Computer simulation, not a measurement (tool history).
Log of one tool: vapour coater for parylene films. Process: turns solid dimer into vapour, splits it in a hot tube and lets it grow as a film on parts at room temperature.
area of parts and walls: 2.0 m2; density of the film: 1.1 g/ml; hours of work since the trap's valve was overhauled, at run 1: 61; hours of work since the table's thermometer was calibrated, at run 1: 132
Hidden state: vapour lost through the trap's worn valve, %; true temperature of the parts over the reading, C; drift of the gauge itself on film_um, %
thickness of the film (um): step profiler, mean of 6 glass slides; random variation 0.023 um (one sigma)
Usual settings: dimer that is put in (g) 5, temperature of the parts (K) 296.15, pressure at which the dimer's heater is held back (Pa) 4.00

| run | hour | dimer that is put in (g) | temperature of the parts (K) | pressure at which the dimer's heater is held back (Pa) | hours of work since the trap's valve was overhauled | hours of work since the table's thermometer was calibrated | thickness of the film (um) |
|---|---|---|---|---|---|---|---|
| 1 | 0.0 | 5 | 296.15 | 4.00 | 61 | 132 | 1.69 |
| 2 | 71.9 | 5 | 296.15 | 4.00 | 125 | 196 | 1.63 |
| 3 | 121.8 | 5 | 296.15 | 4.00 | 170 | 241 | 1.62 |
| 4 | 177.6 | 5 | 296.15 | 4.00 | 220 | 291 | 1.55 |
| 5 | 221.1 | 5 | 296.15 | 8.72 | 259 | 330 | 1.42 |
| 6 | 254.6 | 8 | 296.15 | 4.00 | 289 | 360 | 2.42 |
|  | 265.9 | trap's valve overhauled |
| 7 | 328.4 | 8 | 303.15 | 4.00 | 56 | 423 | 2.01 |
| 8 | 367.3 | 8 | 303.15 | 4.00 | 91 | 457 | 2.03 |
| 9 | 430.7 | 8 | 303.15 | 4.00 | 148 | 514 | 1.95 |
| 10 | 473.8 | 5 | 296.15 | 2.56 | 186 | 553 | 1.69 |
| 11 | 509.2 | 5 | 296.15 | 4.00 | 218 | 584 | 1.60 |
| 12 | 584.0 | 5 | 296.15 | 4.00 | 285 | 651 | 1.52 |
|  | 598.8 | trap's valve overhauled |
| 13 | 663.3 | 5 | 296.15 | 4.00 | 58 | 719 | 1.75 |
| 14 | 729.5 | 8 | 296.15 | 4.00 | 117 | 778 | 2.68 |
| 15 | 802.8 | 8 | 296.15 | 4.00 | 183 | 844 | 2.58 |
| 16 | 871.2 | 8 | 296.15 | 4.00 | 244 | 905 | 2.53 |
| 17 | 916.1 | 8 | 296.15 | 4.00 | 284 | 945 | 2.45 |
|  | 936.1 | trap's valve overhauled |
| 18 | 999.4 | 8 | 296.15 | 4.00 | 57 | 1016 | 2.83 |
| 19 | 1038.9 | 8 | 296.15 | 4.00 | 92 | 1052 | 2.73 |
|  | 1072.5 | table's thermometer calibrated |
| 20 | 1106.0 | 8 | 296.15 | 4.00 | 151 | 30 | 2.53 |
| 21 | 1162.7 | 8 | 305.15 | 4.00 | 202 | 81 | 1.68 |
| 22 | 1229.0 | 8 | 299.15 | 4.00 | 261 | 140 | 2.13 |
|  | 1269.8 | trap's valve overhauled |
| 23 | 1306.4 | 9 | 296.15 | 4.00 | 33 | 206 | 3.04 |
| 24 | 1349.7 | 7 | 296.15 | 4.00 | 72 | 245 | 2.37 |
| 25 | 1419.0 | 7 | 296.15 | 4.00 | 134 | 307 | 2.27 |
| 26 | 1475.0 | 7 | 296.15 | 4.00 | 184 | 357 | 2.22 |
| 27 | 1526.1 | 4 | 301.15 | 4.94 | 230 | 403 | 0.96 |
| 28 | 1584.1 | 4 | 289.15 | 11.16 | 281 | 455 | 1.45 |
|  | 1603.4 | trap's valve overhauled |
| 29 | 1632.2 | 5 | 293.15 | 4.00 | 26 | 494 | 1.98 |
| 30 | 1704.3 | 7 | 291.15 | 4.00 | 90 | 559 | 2.99 |
| 31 | 1761.0 | 7 | 291.15 | 4.00 | 141 | 610 | 2.91 |
| 32 | 1838.7 | 7 | 297.15 | 3.55 | 211 | 679 | 2.17 |
| 33 | 1906.4 | 7 | 297.15 | 3.55 | 271 | 740 | 2.13 |
|  | 1935.2 | trap's valve overhauled |
| 34 | 1971.5 | 8 | 296.15 | 4.00 | 32 | 794 | 2.78 |
| 35 | 2049.1 | 5 | 296.15 | 3.55 | 102 | 864 | 1.70 |
| 36 | 2095.6 | 3 | 295.15 | 2.30 | 144 | 906 | 1.13 |
| 37 | 2172.7 | 4 | 293.15 | 7.20 | 213 | 975 | 1.37 |
| 38 | 2224.5 | 5 | 299.15 | 2.50 | 259 | 1021 | 1.48 |
|  | 2270.0 | trap's valve overhauled |
| 39 | 2271.7 | 4 | 296.15 | 3.61 | 2 | 1060 | 1.46 |
|  | 2295.9 | table's thermometer calibrated |
| 40 | 2320.3 | 3 | 307.15 | 4.00 | 44 | 22 | 0.62 |
| 41 | 2392.0 | 3 | 304.15 | 2.16 | 108 | 86 | 0.71 |
| 42 | 2471.6 | 3 | 300.15 | 3.73 | 180 | 157 | 0.84 |
| 43 | 2550.2 | 4 | 307.15 | 6.40 | 250 | 228 | 0.74 |
| 44 | 2597.7 | 4 | 301.15 | 4.81 | 293 | 270 | 0.96 |
|  | 2606.9 | trap's valve overhauled |
| 45 | 2670.8 | 4 | 301.15 | 4.81 | 57 | 332 | 1.07 |
| 46 | 2727.9 | 4 | 301.15 | 4.81 | 108 | 383 | 1.05 |

3 ways to go on from here, each from the tool as it stands after run 46. What would each give?
| A | 2794.8 | 5 | 301.15 | 6.84 | 168 | 443 | ? |
| B | 2794.8 | 4 | 288.15 | 5.13 | 168 | 443 | ? |
| C | 2794.8 | 4 | 307.15 | 6.91 | 168 | 443 | ? |

| run | thickness of the film (um) |
|---|---|
| A | 1.25 |
| B | 1.62 |
| C | 0.76 |
Without the tool's hidden state the same runs would have given:
| run | thickness of the film (um) |
|---|---|
| A | 1.33 |
| B | 1.78 |
| C | 0.82 |
